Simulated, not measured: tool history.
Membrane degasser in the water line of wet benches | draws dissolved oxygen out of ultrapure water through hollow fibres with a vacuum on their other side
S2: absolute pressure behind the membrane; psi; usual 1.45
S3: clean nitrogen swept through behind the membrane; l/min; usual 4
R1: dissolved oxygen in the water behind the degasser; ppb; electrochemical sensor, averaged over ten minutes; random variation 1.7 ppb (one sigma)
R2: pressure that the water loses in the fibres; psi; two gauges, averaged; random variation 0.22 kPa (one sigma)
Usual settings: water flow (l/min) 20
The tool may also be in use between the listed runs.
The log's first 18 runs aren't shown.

run 19 day=68.192 | water_flow_(l/min)=18 S2=1.45 S3=3.79 | R1=162.8 R2=6.852
run 20 day=71.171 | water_flow_(l/min)=29 S2=2.58 S3=2.66 | R1=529.7 R2=11.027
run 21 day=76.167 | water_flow_(l/min)=17 S2=3 S3=4 | R1=258.2 R2=6.473
run 22 day=80.954 | water_flow_(l/min)=20 S2=2.36 S3=10.39 | R1=160.8 R2=7.616
run 23 day=84.504 | water_flow_(l/min)=20 S2=2.36 S3=10.39 | R1=160.1 R2=7.588
-- day=88.471 seals of the vacuum lines changed
run 24 day=88.625 | water_flow_(l/min)=21 S2=2.71 S3=2.18 | R1=446.7 R2=7.952
run 25 day=91.675 | water_flow_(l/min)=19 S2=1.45 S3=4 | R1=167.2 R2=7.201
run 26 day=96.179 | water_flow_(l/min)=20 S2=1.61 S3=4 | R1=192.4 R2=7.578
run 27 day=99.938 | water_flow_(l/min)=21 S2=1.7 S3=4 | R1=211.8 R2=7.987
run 28 day=103.958 | water_flow_(l/min)=30 S2=1.8 S3=4 | R1=341.8 R2=11.459
run 29 day=107.192 | water_flow_(l/min)=30 S2=1.8 S3=4 | R1=341.7 R2=11.338
run 30 day=110.962 | water_flow_(l/min)=13 S2=1.42 S3=3.9 | R1=95.2 R2=4.895
run 31 day=115.158 | water_flow_(l/min)=14 S2=1 S3=3.03 | R1=94.1 R2=5.359

5 ways to go on from here, each from the tool as it stands after run 31. What would each give?
run A day=118.396 | water_flow_(l/min)=22 S2=1 S3=4.26 | R1=? R2=?
run B day=118.396 | water_flow_(l/min)=20 S2=1.45 S3=8.01 | R1=? R2=?
run C day=118.396 | water_flow_(l/min)=24 S2=2.28 S3=4 | R1=? R2=?
run D day=118.396 | water_flow_(l/min)=18 S2=2.09 S3=4.32 | R1=? R2=?
run E day=118.396 | water_flow_(l/min)=25 S2=1.22 S3=3.9 | R1=? R2=?

run=A R1=162.2 R2=8.405
run=B R1=138.8 R2=7.623
run=C R1=305.6 R2=9.152
run=D R1=191.7 R2=6.868
run=E R1=220.6 R2=9.555
Without the tool's hidden state the same runs would have given:
run=A R1=153 R2=8.273
run=B R1=131.4 R2=7.504
run=C R1=295.5 R2=9.01
run=D R1=184.6 R2=6.759
run=E R1=209.8 R2=9.406

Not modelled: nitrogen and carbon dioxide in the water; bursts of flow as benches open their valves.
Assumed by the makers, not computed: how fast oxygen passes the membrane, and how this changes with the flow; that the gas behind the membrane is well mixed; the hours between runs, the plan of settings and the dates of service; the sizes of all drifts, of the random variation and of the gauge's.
